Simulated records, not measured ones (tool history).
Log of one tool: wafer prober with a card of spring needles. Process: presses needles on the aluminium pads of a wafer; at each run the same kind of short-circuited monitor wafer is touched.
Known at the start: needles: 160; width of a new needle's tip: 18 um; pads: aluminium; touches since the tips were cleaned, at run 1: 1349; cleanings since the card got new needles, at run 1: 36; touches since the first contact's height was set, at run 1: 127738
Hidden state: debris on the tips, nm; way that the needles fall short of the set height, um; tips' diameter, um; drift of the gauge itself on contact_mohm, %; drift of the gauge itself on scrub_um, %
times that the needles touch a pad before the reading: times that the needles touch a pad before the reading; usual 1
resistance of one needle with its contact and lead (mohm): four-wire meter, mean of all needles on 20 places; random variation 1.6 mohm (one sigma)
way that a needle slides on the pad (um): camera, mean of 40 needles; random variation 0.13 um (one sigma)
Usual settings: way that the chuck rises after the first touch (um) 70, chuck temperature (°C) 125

| run | hour | way that the chuck rises after the first touch (um) | chuck temperature (°C) | times that the needles touch a pad before the reading | touches since the tips were cleaned | cleanings since the card got new needles | touches since the first contact's height was set | resistance of one needle with its contact and lead (mohm) | way that a needle slides on the pad (um) |
|---|---|---|---|---|---|---|---|---|---|
| 1 | 0.0 | 70 | 125 | 1 | 1349 | 36 | 127738 | 165 | 9.84 |
|  | 5.0 | tips cleaned on abrasive film |
|  | 13.4 | tips cleaned on abrasive film |
|  | 21.8 | tips cleaned on abrasive film |
|  | 30.1 | tips cleaned on abrasive film |
|  | 36.8 | tips cleaned on abrasive film |
|  | 43.5 | tips cleaned on abrasive film |
| 2 | 44.7 | 70 | 125 | 1 | 581 | 42 | 148604 | 156 | 9.46 |
|  | 51.4 | tips cleaned on abrasive film |
|  | 58.1 | tips cleaned on abrasive film |
|  | 66.5 | tips cleaned on abrasive film |
|  | 73.2 | tips cleaned on abrasive film |
|  | 81.5 | tips cleaned on abrasive film |
|  | 89.9 | tips cleaned on abrasive film |
|  | 98.2 | tips cleaned on abrasive film |
|  | 104.9 | tips cleaned on abrasive film |
| 3 | 106.8 | 70 | 125 | 1 | 868 | 50 | 177559 | 159 | 9.37 |
|  | 111.8 | tips cleaned on abrasive film |
|  | 118.5 | tips cleaned on abrasive film |
|  | 125.2 | tips cleaned on abrasive film |
|  | 131.9 | tips cleaned on abrasive film |
|  | 138.6 | tips cleaned on abrasive film |
|  | 147.0 | tips cleaned on abrasive film |
|  | 153.7 | tips cleaned on abrasive film |
|  | 160.4 | tips cleaned on abrasive film |
|  | 168.7 | tips cleaned on abrasive film |
| 4 | 171.1 | 70 | 125 | 1 | 1137 | 59 | 207567 | 167 | 9.29 |
|  | 176.2 | tips cleaned on abrasive film |
|  | 182.9 | tips cleaned on abrasive film |
|  | 191.2 | tips cleaned on abrasive film |
|  | 197.9 | tips cleaned on abrasive film |
| 5 | 203.6 | 70 | 125 | 2 | 2664 | 63 | 222713 | 167 | 9.23 |
|  | 205.3 | tips cleaned on abrasive film |
|  | 212.0 | tips cleaned on abrasive film |
|  | 220.4 | tips cleaned on abrasive film |
|  | 228.7 | tips cleaned on abrasive film |
|  | 235.4 | tips cleaned on abrasive film |
|  | 242.1 | tips cleaned on abrasive film |
|  | 248.8 | tips cleaned on abrasive film |
|  | 253.8 | height of the first contact set anew |
| 6 | 253.8 | 70 | 125 | 2 | 2232 | 70 | 0 | 166 | 8.76 |
|  | 257.2 | tips cleaned on abrasive film |
|  | 265.6 | tips cleaned on abrasive film |
|  | 272.3 | tips cleaned on abrasive film |
|  | 279.0 | tips cleaned on abrasive film |
|  | 287.3 | tips cleaned on abrasive film |
|  | 295.7 | tips cleaned on abrasive film |
|  | 302.4 | tips cleaned on abrasive film |
|  | 310.7 | tips cleaned on abrasive film |
| 7 | 311.4 | 70 | 125 | 2 | 336 | 78 | 26862 | 155 | 8.82 |
|  | 318.1 | tips cleaned on abrasive film |
|  | 326.5 | tips cleaned on abrasive film |
|  | 334.8 | tips cleaned on abrasive film |
|  | 341.5 | tips cleaned on abrasive film |
|  | 349.9 | tips cleaned on abrasive film |
|  | 356.6 | tips cleaned on abrasive film |
|  | 363.3 | tips cleaned on abrasive film |
| 8 | 363.7 | 70 | 125 | 2 | 197 | 85 | 51245 | 160 | 8.74 |
|  | 370.4 | tips cleaned on abrasive film |
|  | 377.1 | tips cleaned on abrasive film |
|  | 385.5 | tips cleaned on abrasive film |
|  | 392.4 | height of the first contact set anew, once more |
|  | 392.5 | tips cleaned on abrasive film |
|  | 399.2 | tips cleaned on abrasive film |
| 9 | 405.3 | 70 | 125 | 2 | 2895 | 90 | 6016 | 162 | 10.21 |
|  | 407.0 | tips cleaned on abrasive film |
|  | 413.7 | tips cleaned on abrasive film |
|  | 422.1 | tips cleaned on abrasive film |
|  | 428.8 | tips cleaned on abrasive film |
|  | 435.5 | tips cleaned on abrasive film |
|  | 442.2 | tips cleaned on abrasive film |
| 10 | 446.5 | 70 | 125 | 2 | 2033 | 96 | 25214 | 163 | 9.95 |
|  | 449.9 | tips cleaned on abrasive film |
|  | 456.6 | tips cleaned on abrasive film |
|  | 463.3 | tips cleaned on abrasive film |
|  | 471.6 | tips cleaned on abrasive film |
|  | 478.3 | tips cleaned on abrasive film |
|  | 486.7 | tips cleaned on abrasive film |
| 11 | 489.7 | 70 | 125 | 2 | 1421 | 102 | 45360 | 160 | 9.99 |
|  | 494.7 | tips cleaned on abrasive film |
|  | 503.1 | tips cleaned on abrasive film |
|  | 511.4 | tips cleaned on abrasive film |
|  | 518.1 | tips cleaned on abrasive film |
|  | 524.8 | tips cleaned on abrasive film |
|  | 531.5 | tips cleaned on abrasive film |
|  | 539.9 | tips cleaned on abrasive film |
| 12 | 545.3 | 87 | 26 | 1 | 2568 | 109 | 71334 | 149 | 12.45 |
|  | 547.1 | tips cleaned on abrasive film |
|  | 553.8 | tips cleaned on abrasive film |
|  | 560.5 | tips cleaned on abrasive film |
|  | 568.8 | tips cleaned on abrasive film |
|  | 575.5 | tips cleaned on abrasive film |
| 13 | 578.6 | 87 | 26 | 1 | 1443 | 114 | 86820 | 143 | 12.24 |
|  | 583.6 | tips cleaned on abrasive film |
|  | 592.0 | tips cleaned on abrasive film |
|  | 600.3 | tips cleaned on abrasive film |
|  | 607.0 | tips cleaned on abrasive film |
|  | 613.7 | tips cleaned on abrasive film |
|  | 622.1 | tips cleaned on abrasive film |
|  | 628.8 | tips cleaned on abrasive film |
| 14 | 632.2 | 87 | 26 | 1 | 1615 | 121 | 111840 | 150 | 12.08 |
|  | 635.6 | tips cleaned on abrasive film |
|  | 642.3 | tips cleaned on abrasive film |
|  | 649.0 | tips cleaned on abrasive film |
|  | 657.3 | tips cleaned on abrasive film |
|  | 665.7 | tips cleaned on abrasive film |
|  | 672.4 | tips cleaned on abrasive film |
|  | 680.7 | tips cleaned on abrasive film |
|  | 687.4 | tips cleaned on abrasive film |
|  | 694.1 | tips cleaned on abrasive film |
| 15 | 695.4 | 53 | 43 | 1 | 588 | 130 | 141302 | 165 | 7.22 |
|  | 702.1 | tips cleaned on abrasive film |
|  | 710.4 | tips cleaned on abrasive film |
|  | 717.1 | tips cleaned on abrasive film |
|  | 723.8 | tips cleaned on abrasive film |
|  | 730.5 | tips cleaned on abrasive film |
|  | 737.2 | tips cleaned on abrasive film |
|  | 743.9 | tips cleaned on abrasive film |
|  | 752.3 | tips cleaned on abrasive film |
|  | 759.0 | tips cleaned on abrasive film |
| 16 | 762.0 | 53 | 43 | 1 | 1404 | 139 | 172354 | 178 | 7.11 |

The next listed run, before its measurement:
|  | 767.0 | tips cleaned on abrasive film |
|  | 773.7 | tips cleaned on abrasive film |
|  | 780.4 | tips cleaned on abrasive film |
|  | 788.8 | tips cleaned on abrasive film |
| 17 | 795.3 | 53 | 43 | 1 | 3088 | 143 | 187925 | ? | ? |

Run 17 gave resistance of one needle with its contact and lead (mohm) 193, way that a needle slides on the pad (um) 6.87.
Without the tool's hidden state the same run would have given resistance of one needle with its contact and lead (mohm) 140, way that a needle slides on the pad (um) 7.65.
